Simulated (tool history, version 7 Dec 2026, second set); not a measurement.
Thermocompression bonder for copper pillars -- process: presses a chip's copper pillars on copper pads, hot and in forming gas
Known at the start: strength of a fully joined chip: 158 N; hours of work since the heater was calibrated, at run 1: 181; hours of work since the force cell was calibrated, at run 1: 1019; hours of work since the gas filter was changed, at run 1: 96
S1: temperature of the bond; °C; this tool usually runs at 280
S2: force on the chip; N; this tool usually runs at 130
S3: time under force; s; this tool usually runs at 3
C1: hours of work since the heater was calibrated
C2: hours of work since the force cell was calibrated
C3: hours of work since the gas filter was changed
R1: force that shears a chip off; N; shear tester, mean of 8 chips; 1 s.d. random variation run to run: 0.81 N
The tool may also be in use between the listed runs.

{"run": 1, "hour": 0.0, "S1": 280, "S2": 130, "S3": 3, "C1": 181, "C2": 1019, "C3": 96, "R1": 58.9}
{"run": 2, "hour": 80.1, "S1": 280, "S2": 130, "S3": 2, "C1": 230, "C2": 1068, "C3": 145, "R1": 49.3}
{"run": 3, "hour": 144.1, "S1": 280, "S2": 130, "S3": 2, "C1": 269, "C2": 1108, "C3": 185, "R1": 48.7}
{"run": 4, "hour": 199.3, "S1": 280, "S2": 130, "S3": 2, "C1": 303, "C2": 1141, "C3": 218, "R1": 48.1}
{"run": 5, "hour": 272.6, "S1": 280, "S2": 130, "S3": 2, "C1": 347, "C2": 1186, "C3": 263, "R1": 48.1}
{"run": 6, "hour": 362.2, "S1": 280, "S2": 130, "S3": 2, "C1": 402, "C2": 1241, "C3": 318, "R1": 48.1}
{"hour": 397.8, "done": "forming gas filter changed"}
{"run": 7, "hour": 405.9, "S1": 280, "S2": 128, "S3": 3, "C1": 429, "C2": 1268, "C3": 5, "R1": 56.1}
{"run": 8, "hour": 493.5, "S1": 280, "S2": 84, "S3": 3, "C1": 483, "C2": 1321, "C3": 59, "R1": 35.9}
{"run": 9, "hour": 546.3, "S1": 280, "S2": 84, "S3": 3, "C1": 515, "C2": 1354, "C3": 91, "R1": 35.4}
{"run": 10, "hour": 605.7, "S1": 280, "S2": 84, "S3": 3, "C1": 551, "C2": 1390, "C3": 127, "R1": 35.5}
{"run": 11, "hour": 689.8, "S1": 280, "S2": 84, "S3": 3, "C1": 603, "C2": 1442, "C3": 179, "R1": 34.7}
{"run": 12, "hour": 781.3, "S1": 280, "S2": 84, "S3": 3, "C1": 659, "C2": 1498, "C3": 235, "R1": 34.3}
{"run": 13, "hour": 855.0, "S1": 280, "S2": 130, "S3": 3, "C1": 704, "C2": 1543, "C3": 280, "R1": 53.3}
{"run": 14, "hour": 945.9, "S1": 280, "S2": 130, "S3": 3, "C1": 760, "C2": 1598, "C3": 336, "R1": 52.9}
{"hour": 954.0, "done": "forming gas filter changed"}
{"run": 15, "hour": 1022.9, "S1": 261, "S2": 130, "S3": 3, "C1": 806, "C2": 1645, "C3": 42, "R1": 41.4}

Predict the results of run 16:
{"run": 16, "hour": 1091.5, "S1": 280, "S2": 130, "S3": 4, "C1": 848, "C2": 1687, "C3": 84, "R1": "?"}

R1: 61.2 N
Had the tool carried no hidden state, the very same run would have given R1 72.4 N.

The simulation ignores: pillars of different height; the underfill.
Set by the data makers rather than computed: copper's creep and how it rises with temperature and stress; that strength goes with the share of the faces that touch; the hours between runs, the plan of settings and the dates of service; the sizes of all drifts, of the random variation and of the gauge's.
